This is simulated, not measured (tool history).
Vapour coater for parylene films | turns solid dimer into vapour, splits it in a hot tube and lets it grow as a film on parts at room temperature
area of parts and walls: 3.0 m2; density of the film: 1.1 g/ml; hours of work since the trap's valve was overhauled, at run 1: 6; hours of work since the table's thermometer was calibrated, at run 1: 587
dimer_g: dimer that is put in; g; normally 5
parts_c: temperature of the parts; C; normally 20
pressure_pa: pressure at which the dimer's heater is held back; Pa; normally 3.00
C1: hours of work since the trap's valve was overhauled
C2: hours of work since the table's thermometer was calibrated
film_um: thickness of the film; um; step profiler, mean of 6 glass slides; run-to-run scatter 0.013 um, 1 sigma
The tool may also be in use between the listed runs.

Run 1, hour 0.0: usual settings; C1 6; C2 587. Result: film_um 0.93 um.
Run 2, hour 30.3: usual settings; C1 33; C2 614. Result: film_um 0.93 um.
Run 3, hour 62.6: usual settings; C1 62; C2 643. Result: film_um 0.93 um.
Run 4, hour 80.9: usual settings; C1 79; C2 659. Result: film_um 0.94 um.
Run 5, hour 99.3: usual settings; C1 95; C2 676. Result: film_um 0.91 um.
Run 6, hour 135.8: usual settings but pressure_pa 8.60 Pa; C1 128; C2 709. Result: film_um 0.76 um.
Run 7, hour 150.8: usual settings but pressure_pa 8.60 Pa; C1 141; C2 722. Result: film_um 0.75 um.
At hour 155.0: table's thermometer calibrated.
Run 8, hour 166.8: usual settings but dimer_g 8 g, pressure_pa 8.60 Pa; C1 155; C2 11. Result: film_um 1.19 um.
Run 9, hour 182.6: usual settings but dimer_g 8 g, pressure_pa 8.60 Pa; C1 169; C2 25. Result: film_um 1.15 um.
Run 10, hour 216.0: usual settings but dimer_g 8 g, pressure_pa 8.60 Pa; C1 199; C2 55. Result: film_um 1.19 um.
Run 11, hour 244.4: usual settings but dimer_g 8 g, pressure_pa 8.60 Pa; C1 224; C2 80. Result: film_um 1.17 um.
Run 12, hour 276.7: usual settings but dimer_g 8 g, pressure_pa 8.60 Pa; C1 253; C2 109. Result: film_um 1.18 um.
At hour 288.4: table's thermometer calibrated, once more.
Run 13, hour 304.0: usual settings but dimer_g 8 g, pressure_pa 8.60 Pa; C1 277; C2 14. Result: film_um 1.14 um.
Run 14, hour 333.3: usual settings but dimer_g 8 g, parts_c 28 C, pressure_pa 2.06 Pa; C1 303; C2 40. Result: film_um 1.17 um.
Run 15, hour 352.7: usual settings but pressure_pa 2.44 Pa; C1 321; C2 58. Result: film_um 0.89 um.
Run 16, hour 376.6: usual settings but parts_c 12 C, pressure_pa 3.18 Pa; C1 342; C2 79. Result: film_um 1.05 um.
Run 17, hour 409.3: usual settings but parts_c 21 C; C1 372; C2 109. Result: film_um 0.82 um.
Run 18, hour 440.2: usual settings but parts_c 21 C; C1 399; C2 136. Result: film_um 0.81 um.
Run 19, hour 473.6: usual settings but parts_c 21 C; C1 429; C2 166. Result: film_um 0.83 um.
Run 20, hour 489.8: usual settings but parts_c 15 C; C1 444; C2 181. Result: film_um 0.95 um.
Run 21, hour 525.2: usual settings but dimer_g 4 g, pressure_pa 3.29 Pa; C1 476; C2 213. Result: film_um 0.63 um.
At hour 530.8: trap's valve overhauled.
Run 22, hour 561.9: usual settings but dimer_g 4 g, pressure_pa 3.29 Pa; C1 28; C2 242. Result: film_um 0.71 um.

Alternative continuations, all from the tool just after run 22; predict every row:
Run A, hour 598.5: usual settings but dimer_g 3 g, parts_c 25 C, pressure_pa 2.86 Pa; C1 61; C2 275. Result: film_um ?.
Run B, hour 598.5: usual settings but dimer_g 4 g, parts_c 21 C, pressure_pa 3.29 Pa; C1 61; C2 275. Result: film_um ?.
Run C, hour 598.5: usual settings but dimer_g 6 g, pressure_pa 3.19 Pa; C1 61; C2 275. Result: film_um ?.

run  film_um
  A     0.47
  B     0.72
  C     1.08
Stripped of hidden state, with their random variation kept, the same runs would have yielded:
run  film_um
  A     0.48
  B     0.73
  C     1.11
